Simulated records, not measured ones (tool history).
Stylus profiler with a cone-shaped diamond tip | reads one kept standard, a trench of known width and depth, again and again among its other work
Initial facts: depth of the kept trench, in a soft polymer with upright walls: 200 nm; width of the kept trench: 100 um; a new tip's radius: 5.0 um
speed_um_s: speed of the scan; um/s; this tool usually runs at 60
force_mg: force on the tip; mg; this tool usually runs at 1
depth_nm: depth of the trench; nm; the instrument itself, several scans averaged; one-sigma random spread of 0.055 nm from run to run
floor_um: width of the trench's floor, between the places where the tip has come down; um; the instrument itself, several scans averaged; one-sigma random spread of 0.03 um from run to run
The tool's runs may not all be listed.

run 1 hour=0 | speed_um_s=60 force_mg=1 | depth_nm=201.59 floor_um=96.47
run 2 hour=18.3 | speed_um_s=60 force_mg=1 | depth_nm=201.55 floor_um=96.49
run 3 hour=38.3 | speed_um_s=60 force_mg=1 | depth_nm=201.56 floor_um=96.46
run 4 hour=49.4 | speed_um_s=60 force_mg=1 | depth_nm=201.6 floor_um=96.43
run 5 hour=65.4 | speed_um_s=71 force_mg=1 | depth_nm=201.59 floor_um=96.31
run 6 hour=82.1 | speed_um_s=71 force_mg=1 | depth_nm=201.66 floor_um=96.3
run 7 hour=93.3 | speed_um_s=71 force_mg=1 | depth_nm=201.6 floor_um=96.23
run 8 hour=112 | speed_um_s=60 force_mg=1 | depth_nm=201.59 floor_um=96.42
run 9 hour=125.8 | speed_um_s=26 force_mg=0.41 | depth_nm=200.9 floor_um=96.42
run 10 hour=137.2 | speed_um_s=26 force_mg=0.41 | depth_nm=200.92 floor_um=96.47
run 11 hour=153.2 | speed_um_s=26 force_mg=0.41 | depth_nm=200.93 floor_um=96.46
run 12 hour=172.9 | speed_um_s=26 force_mg=0.41 | depth_nm=200.98 floor_um=96.39
run 13 hour=187.6 | speed_um_s=60 force_mg=0.39 | depth_nm=200.87 floor_um=95.95
run 14 hour=196.7 | speed_um_s=60 force_mg=0.39 | depth_nm=200.97 floor_um=95.95
run 15 hour=210.9 | speed_um_s=68 force_mg=0.92 | depth_nm=201.66 floor_um=96.15

Some steps in depth_nm between neighbouring runs. How much of each would the tool show without its hidden state too (settings, what came in, random variation), and how much is left for the hidden state, with any gauge scatter that isn't in both results?
What the log doesn't record here: radius of the tip, um; height scale over the true one, %; drift of the gauge itself on depth_nm, %; drift of the gauge itself on floor_um, %.
Run 8 -> 9: speed_um_s 60 -> 26, force_mg 1 -> 0.41. depth_nm -0.69 nm: hidden state +0.01, all else -0.7.
Run 11 -> 12: nothing adjusted, nothing logged. depth_nm +0.05 nm: hidden state +0.02, all else +0.03.

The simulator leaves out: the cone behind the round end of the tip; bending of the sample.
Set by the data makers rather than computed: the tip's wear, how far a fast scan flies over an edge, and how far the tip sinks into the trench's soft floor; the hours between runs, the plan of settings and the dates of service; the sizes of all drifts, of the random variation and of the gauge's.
